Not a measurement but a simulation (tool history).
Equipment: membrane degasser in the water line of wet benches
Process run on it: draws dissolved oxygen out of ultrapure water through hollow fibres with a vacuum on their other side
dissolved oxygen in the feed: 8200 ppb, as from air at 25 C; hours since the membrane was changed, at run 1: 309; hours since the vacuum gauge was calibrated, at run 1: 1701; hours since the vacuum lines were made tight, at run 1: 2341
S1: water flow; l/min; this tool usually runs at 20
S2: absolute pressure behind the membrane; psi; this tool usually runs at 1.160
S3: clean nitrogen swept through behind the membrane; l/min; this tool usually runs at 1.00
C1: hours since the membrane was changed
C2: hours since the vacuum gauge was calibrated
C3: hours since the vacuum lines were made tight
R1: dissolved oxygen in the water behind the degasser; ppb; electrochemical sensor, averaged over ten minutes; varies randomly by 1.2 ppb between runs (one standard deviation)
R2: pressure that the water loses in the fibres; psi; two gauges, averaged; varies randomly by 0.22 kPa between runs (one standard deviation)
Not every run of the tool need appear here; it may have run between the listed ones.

run 1 day=0.000 | S1=20 S2=1.160 S3=1.00 | C1=309 C2=1701 C3=2341 | R1=216.7 R2=7.493
run 2 day=1.542 | S1=20 S2=1.160 S3=1.00 | C1=346 C2=1738 C3=2378 | R1=218.4 R2=7.494
run 3 day=3.388 | S1=12 S2=1.160 S3=1.00 | C1=390 C2=1783 C3=2422 | R1=135.5 R2=4.473
run 4 day=6.350 | S1=20 S2=2.239 S3=1.00 | C1=461 C2=1854 C3=2493 | R1=522.4 R2=7.481
run 5 day=8.350 | S1=20 S2=1.160 S3=1.00 | C1=509 C2=1902 C3=2541 | R1=217.6 R2=7.587
run 6 day=10.362 | S1=14 S2=1.160 S3=1.00 | C1=558 C2=1950 C3=2590 | R1=154.2 R2=5.242
run 7 day=13.233 | S1=14 S2=1.160 S3=1.00 | C1=626 C2=2019 C3=2659 | R1=156.9 R2=5.217
run 8 day=15.121 | S1=14 S2=1.160 S3=1.00 | C1=672 C2=2064 C3=2704 | R1=155.6 R2=5.297
run 9 day=16.883 | S1=14 S2=1.160 S3=1.00 | C1=714 C2=2107 C3=2746 | R1=154.9 R2=5.255
run 10 day=18.979 | S1=14 S2=1.160 S3=1.00 | C1=764 C2=2157 C3=2797 | R1=154.5 R2=5.269
run 11 day=21.196 | S1=14 S2=1.160 S3=1.00 | C1=818 C2=2210 C3=2850 | R1=156.8 R2=5.259
run 12 day=24.179 | S1=14 S2=1.160 S3=1.00 | C1=889 C2=2282 C3=2921 | R1=154.6 R2=5.263
run 13 day=26.946 | S1=20 S2=0.879 S3=1.00 | C1=956 C2=2348 C3=2988 | R1=135.6 R2=7.541
run 14 day=30.442 | S1=20 S2=0.879 S3=1.00 | C1=1039 C2=2432 C3=3072 | R1=135.2 R2=7.472
run 15 day=32.358 | S1=15 S2=1.160 S3=1.00 | C1=1085 C2=2478 C3=3118 | R1=165.6 R2=5.651
run 16 day=35.638 | S1=15 S2=1.160 S3=1.00 | C1=1164 C2=2557 C3=3196 | R1=167.2 R2=5.629
run 17 day=39.008 | S1=16 S2=1.160 S3=0.46 | C1=1245 C2=2638 C3=3277 | R1=336.2 R2=6.031
run 18 day=41.883 | S1=16 S2=1.160 S3=0.46 | C1=1314 C2=2707 C3=3346 | R1=338.4 R2=6.041
run 19 day=43.583 | S1=16 S2=1.197 S3=0.52 | C1=1355 C2=2747 C3=3387 | R1=320.9 R2=6.003
run 20 day=45.479 | S1=18 S2=1.806 S3=0.62 | C1=1400 C2=2793 C3=3433 | R1=538.9 R2=6.811
run 21 day=47.792 | S1=18 S2=2.192 S3=0.46 | C1=1456 C2=2848 C3=3488 | R1=871.1 R2=6.717
run 22 day=50.358 | S1=18 S2=2.192 S3=0.46 | C1=1517 C2=2910 C3=3550 | R1=871.3 R2=6.753
run 23 day=52.938 | S1=31 S2=2.192 S3=0.46 | C1=1579 C2=2972 C3=3612 | R1=1299.0 R2=11.761
run 24 day=55.408 | S1=31 S2=2.192 S3=0.46 | C1=1639 C2=3031 C3=3671 | R1=1292.9 R2=11.644
run 25 day=58.533 | S1=31 S2=2.192 S3=0.46 | C1=1714 C2=3106 C3=3746 | R1=1288.2 R2=11.710
run 26 day=61.950 | S1=17 S2=1.160 S3=1.74 | C1=1796 C2=3188 C3=3828 | R1=114.4 R2=6.367
run 27 day=64.329 | S1=17 S2=1.160 S3=1.74 | C1=1853 C2=3245 C3=3885 | R1=115.4 R2=6.393
run 28 day=66.133 | S1=17 S2=1.160 S3=1.74 | C1=1896 C2=3289 C3=3928 | R1=114.0 R2=6.459
run 29 day=68.792 | S1=22 S2=1.160 S3=1.00 | C1=1960 C2=3352 C3=3992 | R1=239.5 R2=8.264
run 30 day=70.758 | S1=20 S2=1.160 S3=1.56 | C1=2007 C2=3400 C3=4039 | R1=148.4 R2=7.517
run 31 day=73.671 | S1=21 S2=2.647 S3=2.21 | C1=2077 C2=3469 C3=4109 | R1=337.7 R2=7.939

Some steps in R1 between neighbouring runs. How much of each would the tool show without its hidden state too (settings, what came in, random variation), and how much is left for the hidden state, with any gauge scatter that isn't in both results?
Hidden state present: membrane still open, %; true pressure behind the membrane over the reading, kPa; air that leaks in behind the membrane, l/min; drift of the gauge itself on oxygen_ppb, %; drift of the gauge itself on loss_of_pressure_kpa, %.
Run 3 -> 4: S1 12 -> 20, S2 1.160 -> 2.239. R1 +386.9 ppb: hidden state +0.9, all else +386.0.
Run 4 -> 5: S2 2.239 -> 1.160. R1 -304.8 ppb: hidden state -1.0, all else -303.8.
Run 22 -> 23: S1 18 -> 31. R1 +427.7 ppb: hidden state -2.1, all else +429.8.
Run 25 -> 26: S1 31 -> 17, S2 2.192 -> 1.160, S3 0.46 -> 1.74. R1 -1173.8 ppb: hidden state +0.8, all else -1174.6.
Run 30 -> 31: S1 20 -> 21, S2 1.160 -> 2.647, S3 1.56 -> 2.21. R1 +189.3 ppb: hidden state +1.7, all else +187.6.
